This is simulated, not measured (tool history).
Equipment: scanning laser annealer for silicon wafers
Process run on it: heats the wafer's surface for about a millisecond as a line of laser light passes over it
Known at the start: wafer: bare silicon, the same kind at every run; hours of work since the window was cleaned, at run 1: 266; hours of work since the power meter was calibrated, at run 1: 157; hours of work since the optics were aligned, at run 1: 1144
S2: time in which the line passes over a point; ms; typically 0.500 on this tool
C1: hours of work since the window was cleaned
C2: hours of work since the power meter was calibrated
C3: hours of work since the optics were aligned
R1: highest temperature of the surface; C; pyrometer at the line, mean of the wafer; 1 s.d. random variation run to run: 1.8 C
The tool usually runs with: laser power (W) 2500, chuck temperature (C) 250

Run 1, day 0.000: usual settings; C1 266; C2 157; C3 1144. Result: R1 1001 C.
Run 2, day 0.908: usual settings; C1 283; C2 174; C3 1161. Result: R1 999 C.
Run 3, day 1.938: usual settings; C1 303; C2 194; C3 1181. Result: R1 1001 C.
At day 2.971: window over the wafer cleaned.
Run 4, day 3.200: usual settings; C1 4; C2 216; C3 1203. Result: R1 1007 C.
Run 5, day 5.083: usual settings; C1 40; C2 252; C3 1239. Result: R1 1003 C.
Run 6, day 7.183: usual settings; C1 80; C2 292; C3 1279. Result: R1 1004 C.
Run 7, day 8.125: usual settings but laser power (W) 2432; C1 98; C2 310; C3 1297. Result: R1 981 C.
Run 8, day 9.938: usual settings but laser power (W) 2432; C1 133; C2 345; C3 1332. Result: R1 980 C.
Run 9, day 11.500: usual settings; C1 163; C2 375; C3 1362. Result: R1 1001 C.
Run 10, day 12.933: usual settings; C1 190; C2 402; C3 1389. Result: R1 1003 C.
At day 14.646: optics aligned, line set to its width.
Run 11, day 14.671: usual settings; C1 220; C2 432; C3 1. Result: R1 1004 C.
Run 12, day 16.350: usual settings; C1 252; C2 464; C3 33. Result: R1 1004 C.
Run 13, day 18.258: usual settings but laser power (W) 2320, chuck temperature (C) 246; C1 288; C2 500; C3 69. Result: R1 934 C.
Run 14, day 19.675: usual settings but laser power (W) 2126; C1 315; C2 527; C3 96. Result: R1 879 C.
At day 20.075: window over the wafer cleaned.
Run 15, day 21.421: usual settings but laser power (W) 2126; C1 26; C2 559; C3 128. Result: R1 879 C.
Run 16, day 23.233: usual settings but laser power (W) 2163, S2 0.461 ms, chuck temperature (C) 222; C1 60; C2 593; C3 162. Result: R1 836 C.
Run 17, day 24.675: usual settings but laser power (W) 2163, S2 0.461 ms, chuck temperature (C) 222; C1 88; C2 621; C3 190. Result: R1 838 C.
Run 18, day 26.442: usual settings but laser power (W) 2163, S2 0.461 ms, chuck temperature (C) 222; C1 122; C2 655; C3 224. Result: R1 837 C.
Run 19, day 27.683: usual settings but laser power (W) 2163, S2 0.461 ms, chuck temperature (C) 222; C1 145; C2 678; C3 247. Result: R1 837 C.
Run 20, day 29.358: usual settings but chuck temperature (C) 282; C1 177; C2 710; C3 279. Result: R1 1038 C.
Run 21, day 31.083: usual settings but chuck temperature (C) 282; C1 210; C2 743; C3 312. Result: R1 1038 C.
Run 22, day 32.712: usual settings but laser power (W) 2582, S2 0.527 ms; C1 241; C2 775; C3 344. Result: R1 1050 C.
Run 23, day 33.671: usual settings but S2 0.545 ms, chuck temperature (C) 257; C1 260; C2 793; C3 362. Result: R1 1041 C.

Consider 4 possible next runs. They are alternatives, not a sequence: every one starts from the tool as it was left by run 23. What does each give?
Run A, day 34.683: usual settings but laser power (W) 2715, S2 0.494 ms; C1 279; C2 812; C3 381. Result: R1 ?.
Run B, day 34.683: usual settings but laser power (W) 2662, S2 0.357 ms, chuck temperature (C) 228; C1 279; C2 812; C3 381. Result: R1 ?.
Run C, day 34.683: usual settings but S2 0.545 ms, chuck temperature (C) 286; C1 279; C2 812; C3 381. Result: R1 ?.
Run D, day 34.683: usual settings but S2 0.359 ms; C1 279; C2 812; C3 381. Result: R1 ?.

run    R1
  A  1072
  B   920
  C  1072
  D   898
Without the tool's hidden state the same runs would have given:
run    R1
  A  1073
  B   921
  C  1073
  D   899
